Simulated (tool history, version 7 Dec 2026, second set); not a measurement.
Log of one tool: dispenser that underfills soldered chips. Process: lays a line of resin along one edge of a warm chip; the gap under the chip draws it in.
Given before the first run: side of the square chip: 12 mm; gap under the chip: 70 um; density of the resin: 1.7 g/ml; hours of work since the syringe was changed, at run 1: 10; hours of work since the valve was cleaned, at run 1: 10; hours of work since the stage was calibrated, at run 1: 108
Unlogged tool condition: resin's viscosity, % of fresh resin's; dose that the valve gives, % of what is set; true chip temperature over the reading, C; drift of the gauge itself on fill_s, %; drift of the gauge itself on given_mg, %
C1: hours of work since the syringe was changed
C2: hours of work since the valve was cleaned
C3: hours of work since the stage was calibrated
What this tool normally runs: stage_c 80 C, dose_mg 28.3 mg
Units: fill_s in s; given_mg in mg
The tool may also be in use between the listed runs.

run 1 hour=0.0 | stage_c=80 dose_mg=28.3 | C1=10 C2=10 C3=108 | fill_s=110.8 given_mg=28.17
-- hour=3.1 new syringe of resin
run 2 hour=10.2 | stage_c=80 dose_mg=31.4 | C1=5 C2=17 C3=115 | fill_s=77.6 given_mg=31.22
run 3 hour=17.6 | stage_c=80 dose_mg=25.4 | C1=10 C2=22 C3=120 | fill_s=109.2 given_mg=25.07
-- hour=21.0 new syringe of resin
run 4 hour=24.9 | stage_c=67 dose_mg=28.3 | C1=3 C2=27 C3=125 | fill_s=130.2 given_mg=27.92
run 5 hour=29.8 | stage_c=67 dose_mg=28.3 | C1=6 C2=30 C3=128 | fill_s=161.2 given_mg=27.66
run 6 hour=34.3 | stage_c=82 dose_mg=24.8 | C1=9 C2=33 C3=131 | fill_s=96.1 given_mg=24.32
-- hour=38.9 new syringe of resin
run 7 hour=40.8 | stage_c=82 dose_mg=24.8 | C1=1 C2=38 C3=135 | fill_s=60.4 given_mg=24.14
run 8 hour=50.3 | stage_c=82 dose_mg=24.8 | C1=8 C2=44 C3=142 | fill_s=89.8 given_mg=24.18
-- hour=56.4 new syringe of resin
run 9 hour=61.1 | stage_c=76 dose_mg=30.5 | C1=3 C2=51 C3=149 | fill_s=85.3 given_mg=29.65
run 10 hour=70.1 | stage_c=76 dose_mg=30.5 | C1=9 C2=58 C3=155 | fill_s=126.2 given_mg=29.46

Here are 4 independent what-if runs from the current tool condition. What would each one return?
-- hour=74.0 new syringe of resin
run A hour=78.5 | stage_c=73 dose_mg=28.3 | C1=3 C2=63 C3=161 | fill_s=? given_mg=?
-- hour=74.0 new syringe of resin
run B hour=78.5 | stage_c=94 dose_mg=34.5 | C1=3 C2=63 C3=161 | fill_s=? given_mg=?
-- hour=74.0 new syringe of resin
run C hour=78.5 | stage_c=80 dose_mg=25.8 | C1=3 C2=63 C3=161 | fill_s=? given_mg=?
-- hour=74.0 new syringe of resin
run D hour=78.5 | stage_c=70 dose_mg=31.6 | C1=3 C2=63 C3=161 | fill_s=? given_mg=?

run=A fill_s=99.5 given_mg=27.35
run=B fill_s=38.0 given_mg=33.27
run=C fill_s=73.6 given_mg=24.78
run=D fill_s=115.3 given_mg=30.47
Without the tool's unlogged condition, the same runs would have read:
run=A fill_s=78.9 given_mg=28.43
run=B fill_s=30.2 given_mg=34.58
run=C fill_s=58.3 given_mg=25.76
run=D fill_s=91.4 given_mg=31.67

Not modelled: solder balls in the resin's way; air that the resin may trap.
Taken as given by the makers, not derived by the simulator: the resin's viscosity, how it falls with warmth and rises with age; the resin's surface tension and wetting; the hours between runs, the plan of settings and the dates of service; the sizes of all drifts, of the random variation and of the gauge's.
